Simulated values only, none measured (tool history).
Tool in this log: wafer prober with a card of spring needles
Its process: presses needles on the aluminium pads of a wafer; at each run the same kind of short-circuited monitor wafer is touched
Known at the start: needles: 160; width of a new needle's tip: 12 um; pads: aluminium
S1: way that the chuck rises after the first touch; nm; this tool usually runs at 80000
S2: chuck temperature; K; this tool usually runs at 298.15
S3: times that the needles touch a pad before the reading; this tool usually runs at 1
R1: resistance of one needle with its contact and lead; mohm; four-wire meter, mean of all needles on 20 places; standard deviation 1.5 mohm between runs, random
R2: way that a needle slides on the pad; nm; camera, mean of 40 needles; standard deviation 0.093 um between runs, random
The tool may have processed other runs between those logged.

run   hour     S1      S2  S3   R1     R2
  1      0  80000  298.15   1  152  14820
       2.4  -- tips cleaned on abrasive film
       8.2  -- tips cleaned on abrasive film
      14.1  -- tips cleaned on abrasive film
      19.9  -- tips cleaned on abrasive film
  2   21.4  80000  298.15   1  148  14840
      24.9  -- tips cleaned on abrasive film
      30.8  -- tips cleaned on abrasive film
      36.6  -- tips cleaned on abrasive film
      42.4  -- tips cleaned on abrasive film
  3   43.8  80000  298.15   2  147  14670
      47.3  -- tips cleaned on abrasive film
        52  -- tips cleaned on abrasive film
      57.8  -- tips cleaned on abrasive film
      63.7  -- tips cleaned on abrasive film
  4   68.1  90000  298.15   1  155  16460
      69.4  -- tips cleaned on abrasive film
      75.2  -- tips cleaned on abrasive film
      81.1  -- tips cleaned on abrasive film
      85.8  -- tips cleaned on abrasive film
      91.6  -- tips cleaned on abrasive film
  5   93.1  90000  298.15   1  148  16450
      96.6  -- tips cleaned on abrasive film
     102.5  -- tips cleaned on abrasive film
     107.2  -- tips cleaned on abrasive film
     112.6  -- tips cleaned on abrasive film
  6  112.6  90000  298.15   1  148  16390
     118.4  -- tips cleaned on abrasive film
     123.1  -- tips cleaned on abrasive film
     128.4  -- tips cleaned on abrasive film
  7  128.4  90000  298.15   1  145  16220
     133.1  -- tips cleaned on abrasive film
     138.9  -- tips cleaned on abrasive film
     144.8  -- tips cleaned on abrasive film
  8  147.2  90000  298.15   1  150  16360
     149.6  -- tips cleaned on abrasive film
     155.4  -- tips cleaned on abrasive film
     160.1  -- tips cleaned on abrasive film
       166  -- tips cleaned on abrasive film
  9  169.5  90000  298.15   1  149  16320
     170.7  -- tips cleaned on abrasive film
     176.5  -- tips cleaned on abrasive film
     182.3  -- tips cleaned on abrasive film
     188.2  -- tips cleaned on abrasive film
 10  189.3  90000  298.15   1  150  16230
       194  -- tips cleaned on abrasive film
     194.3  -- height of the first contact set anew
     200.1  -- tips cleaned on abrasive film
 11  204.6  90000  298.15   2  152  17380
     205.9  -- tips cleaned on abrasive film
     211.7  -- tips cleaned on abrasive film
     216.4  -- tips cleaned on abrasive film
     222.2  -- tips cleaned on abrasive film
 12  226.7  90000  298.15   2  150  17310
       228  -- tips cleaned on abrasive film
     233.7  -- tips cleaned on abrasive film
     239.5  -- tips cleaned on abrasive film
     244.2  -- tips cleaned on abrasive film
       250  -- tips cleaned on abrasive film
 13  252.2  90000  298.15   2  148  17200
     255.7  -- tips cleaned on abrasive film
     260.4  -- tips cleaned on abrasive film
     266.3  -- tips cleaned on abrasive film
     272.1  -- tips cleaned on abrasive film
     277.5  -- tips cleaned on abrasive film
 14  277.5  90000  298.15   2  146  17160
     282.2  -- tips cleaned on abrasive film
       288  -- tips cleaned on abrasive film
     293.9  -- tips cleaned on abrasive film
 15  294.9  80000  361.15   1  162  14960
     299.6  -- tips cleaned on abrasive film
     304.3  -- tips cleaned on abrasive film
     310.1  -- tips cleaned on abrasive film
 16  313.3  80000  361.15   1  163  15120
     315.7  -- tips cleaned on abrasive film
     320.4  -- tips cleaned on abrasive film
     326.2  -- tips cleaned on abrasive film
 17  326.2  81000  326.15   2  153  15190
     330.9  -- tips cleaned on abrasive film
     336.7  -- tips cleaned on abrasive film
     341.4  -- tips cleaned on abrasive film
     347.2  -- tips cleaned on abrasive film
     351.9  -- tips cleaned on abrasive film
 18  353.5  76000  298.15   1  153  14180
     357.1  -- tips cleaned on abrasive film
     362.9  -- tips cleaned on abrasive film
     368.8  -- tips cleaned on abrasive film
     374.6  -- tips cleaned on abrasive film
     380.4  -- tips cleaned on abrasive film
 19  380.4  63000  366.15   1  159  11680
     386.2  -- tips cleaned on abrasive film
       392  -- tips cleaned on abrasive film
 20  394.2  62000  366.15   2  164  11360
     397.7  -- tips cleaned on abrasive film
     403.4  -- tips cleaned on abrasive film
     409.3  -- tips cleaned on abrasive film
     414.6  -- tips cleaned on abrasive film
 21  414.6  95000  300.15   1  148  17780
     420.4  -- tips cleaned on abrasive film
     425.1  -- tips cleaned on abrasive film
       431  -- tips cleaned on abrasive film
     435.7  -- tips cleaned on abrasive film
     441.1  -- tips cleaned on abrasive film
 22  441.1  68000  378.15   3  161  12490
     446.9  -- tips cleaned on abrasive film
     452.8  -- tips cleaned on abrasive film
     458.6  -- tips cleaned on abrasive film
 23    460  82000  308.15   3  150  15040
     463.5  -- tips cleaned on abrasive film
     469.4  -- tips cleaned on abrasive film
     475.2  -- tips cleaned on abrasive film
 24  478.6  68000  330.15   2  161  12420
       481  -- tips cleaned on abrasive film
     485.6  -- tips cleaned on abrasive film
     491.5  -- tips cleaned on abrasive film
     496.2  -- tips cleaned on abrasive film
       502  -- tips cleaned on abrasive film
 25  505.9  68000  329.15   3  155  12320
     507.2  -- tips cleaned on abrasive film
       513  -- tips cleaned on abrasive film
     518.8  -- tips cleaned on abrasive film
     524.6  -- tips cleaned on abrasive film
     530.4  -- tips cleaned on abrasive film
 26  530.4  91000  301.15   2  147  16590
     536.2  -- tips cleaned on abrasive film
     542.1  -- tips cleaned on abrasive film
     547.9  -- tips cleaned on abrasive film
     553.3  -- tips cleaned on abrasive film
 27  553.3  80000  369.15   1  161  14360

3 options for the next run, each taken on its own from the tool as it stands now. Forecast them:
     559.1  -- tips cleaned on abrasive film
     563.8  -- tips cleaned on abrasive film
     569.6  -- tips cleaned on abrasive film
     575.5  -- tips cleaned on abrasive film
  A  576.7  69000  369.15   1   ?   ?
     559.1  -- tips cleaned on abrasive film
     563.8  -- tips cleaned on abrasive film
     569.6  -- tips cleaned on abrasive film
     575.5  -- tips cleaned on abrasive film
  B  576.7  88000  350.15   1   ?   ?
     559.1  -- tips cleaned on abrasive film
     563.8  -- tips cleaned on abrasive film
     569.6  -- tips cleaned on abrasive film
     575.5  -- tips cleaned on abrasive film
  C  576.7  78000  369.15   1   ?   ?

run   R1     R2
  A  163  12140
  B  160  15790
  C  161  13750
Take away the tool's hidden state, keep each run's random variation, and the runs would have read:
run   R1     R2
  A  156  13360
  B  157  17010
  C  157  14970
